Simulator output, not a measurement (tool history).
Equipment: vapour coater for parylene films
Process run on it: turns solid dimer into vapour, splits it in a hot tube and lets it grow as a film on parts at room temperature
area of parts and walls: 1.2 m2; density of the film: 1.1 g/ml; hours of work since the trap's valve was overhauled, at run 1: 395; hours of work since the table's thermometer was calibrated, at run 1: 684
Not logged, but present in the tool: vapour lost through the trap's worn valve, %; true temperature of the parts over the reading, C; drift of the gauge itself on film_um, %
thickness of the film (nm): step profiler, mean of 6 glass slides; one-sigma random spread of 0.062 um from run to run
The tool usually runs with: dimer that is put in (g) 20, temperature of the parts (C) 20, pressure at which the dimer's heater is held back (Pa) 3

| run | day | dimer that is put in (g) | temperature of the parts (C) | pressure at which the dimer's heater is held back (Pa) | hours of work since the trap's valve was overhauled | hours of work since the table's thermometer was calibrated | thickness of the film (nm) |
|---|---|---|---|---|---|---|---|
| 1 | 0 | 20 | 20 | 3 | 395 | 684 | 9130 |
| 2 | 1.038 | 20 | 20 | 3 | 417 | 707 | 9030 |
| 3 | 2.275 | 20 | 20 | 5.45 | 443 | 733 | 8310 |
| 4 | 3.383 | 20 | 26 | 3 | 467 | 757 | 6860 |
|  | 3.612 | trap's valve overhauled |
| 5 | 4.696 | 20 | 26 | 3 | 23 | 781 | 6770 |
| 6 | 5.738 | 20 | 20 | 6.94 | 45 | 803 | 7750 |
| 7 | 6.371 | 20 | 20 | 6.94 | 59 | 817 | 7720 |
| 8 | 7.65 | 20 | 20 | 3 | 86 | 844 | 8650 |
|  | 8.012 | trap's valve overhauled, once more |
| 9 | 9.046 | 13 | 13 | 3 | 22 | 870 | 8400 |
| 10 | 9.792 | 13 | 13 | 3 | 38 | 886 | 8330 |
| 11 | 11.012 | 13 | 13 | 4.2 | 64 | 912 | 7990 |
| 12 | 11.929 | 23 | 13 | 7.25 | 84 | 932 | 12980 |

Here are 5 independent what-if runs from the current tool condition. What would each one return?
| A | 12.85 | 33 | 20 | 3 | 103 | 951 | ? |
| B | 12.85 | 20 | 23 | 3 | 103 | 951 | ? |
| C | 12.85 | 9 | 13 | 7.25 | 103 | 951 | ? |
| D | 12.85 | 13 | 20 | 3 | 103 | 951 | ? |
| E | 12.85 | 10 | 29 | 7.25 | 103 | 951 | ? |

| run | thickness of the film (nm) |
|---|---|
| A | 15740 |
| B | 8290 |
| C | 5060 |
| D | 6130 |
| E | 2840 |
The same runs, with their run-to-run variation unchanged, on a tool lacking any hidden condition would have given:
| run | thickness of the film (nm) |
|---|---|
| A | 15440 |
| B | 8140 |
| C | 4960 |
| D | 6020 |
| E | 2790 |

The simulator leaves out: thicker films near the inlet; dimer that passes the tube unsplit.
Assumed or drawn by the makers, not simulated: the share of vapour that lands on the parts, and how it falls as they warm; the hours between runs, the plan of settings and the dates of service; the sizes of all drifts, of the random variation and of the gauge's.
